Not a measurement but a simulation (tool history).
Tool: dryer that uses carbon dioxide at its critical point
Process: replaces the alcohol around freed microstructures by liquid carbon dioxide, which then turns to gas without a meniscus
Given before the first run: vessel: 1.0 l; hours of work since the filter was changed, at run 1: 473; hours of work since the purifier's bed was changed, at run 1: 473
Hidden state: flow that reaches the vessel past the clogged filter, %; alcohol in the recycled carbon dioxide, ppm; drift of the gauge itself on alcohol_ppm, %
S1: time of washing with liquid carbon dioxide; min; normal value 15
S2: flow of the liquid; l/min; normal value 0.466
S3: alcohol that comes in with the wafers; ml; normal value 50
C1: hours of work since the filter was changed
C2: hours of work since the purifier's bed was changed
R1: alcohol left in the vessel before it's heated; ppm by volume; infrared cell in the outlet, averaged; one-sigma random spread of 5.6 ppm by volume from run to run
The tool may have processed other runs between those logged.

run 1 hour=0 | S1=15 S2=0.466 S3=50 | C1=473 C2=473 | R1=542
run 2 hour=35.3 | S1=15 S2=0.466 S3=50 | C1=484 C2=484 | R1=569
run 3 hour=51.4 | S1=15 S2=0.466 S3=50 | C1=489 C2=489 | R1=560
run 4 hour=85.2 | S1=15 S2=0.466 S3=50 | C1=499 C2=499 | R1=577
run 5 hour=114.6 | S1=15 S2=0.466 S3=50 | C1=508 C2=508 | R1=599
run 6 hour=142.1 | S1=15 S2=0.466 S3=50 | C1=517 C2=517 | R1=593
run 7 hour=176.7 | S1=15 S2=0.283 S3=50 | C1=527 C2=527 | R1=3031
-- hour=179.5 inlet filter changed
-- hour=189.9 purifier's bed changed
run 8 hour=205 | S1=15 S2=0.283 S3=50 | C1=7 C2=5 | R1=1838
run 9 hour=238.4 | S1=15 S2=0.283 S3=50 | C1=17 C2=15 | R1=1786
run 10 hour=267.1 | S1=15 S2=0.466 S3=50 | C1=26 C2=24 | R1=194
run 11 hour=296.3 | S1=14 S2=0.466 S3=50 | C1=35 C2=32 | R1=263
run 12 hour=320 | S1=15 S2=0.466 S3=55 | C1=42 C2=40 | R1=218
run 13 hour=337.2 | S1=15 S2=0.466 S3=55 | C1=47 C2=45 | R1=212
run 14 hour=364.4 | S1=15 S2=0.466 S3=55 | C1=55 C2=53 | R1=233

Estimate the outcome of run 15 from the log above:
run 15 hour=383.1 | S1=20 S2=0.31 S3=55 | C1=61 C2=59 | R1=?

Run 15 produced R1 447 ppm by volume.
Had the tool carried no hidden state, the very same run would have given R1 379 ppm by volume.
